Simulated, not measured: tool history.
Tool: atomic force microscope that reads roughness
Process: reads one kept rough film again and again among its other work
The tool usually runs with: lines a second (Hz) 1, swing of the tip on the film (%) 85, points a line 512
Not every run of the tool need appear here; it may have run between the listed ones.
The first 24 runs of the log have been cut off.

run	hour	lines a second (Hz)	swing of the tip on the film (%)	points a line	pictures with this tip	hours of work since the height scale was calibrated	roughness of the kept film (nm (root mean square))
25	433	3.33	85	883	354	261	1.057
# hour 439.7: new tip fitted
26	447.3	2.89	85	911	8	269	1.0736
27	468.4	0.63	56	272	33	281	1.1686
28	488.1	1.36	56	756	55	292	1.1718
29	504.7	1	85	459	74	301	1.1393
30	530.1	3.83	57	598	104	316	1.1501
31	546.2	1.79	85	957	122	325	1.1115
32	568.2	1.79	85	957	147	337	1.1113
33	591.4	1.79	85	957	174	350	1.1118
34	609.7	1.79	85	957	195	361	1.1128
35	632.8	0.73	78	512	222	374	1.1586

3 options for the next run, each taken on its own from the tool as it stands now. Forecast them:
A	654.4	1	85	583	247	386	?
B	654.4	1.19	85	512	247	386	?
C	654.4	2.13	78	502	247	386	?

run	roughness of the kept film (nm (root mean square))
A	1.1403
B	1.1316
C	1.1208
What these runs would have given with no unlogged condition in the tool:
run	roughness of the kept film (nm (root mean square))
A	1.1408
B	1.1321
C	1.1214
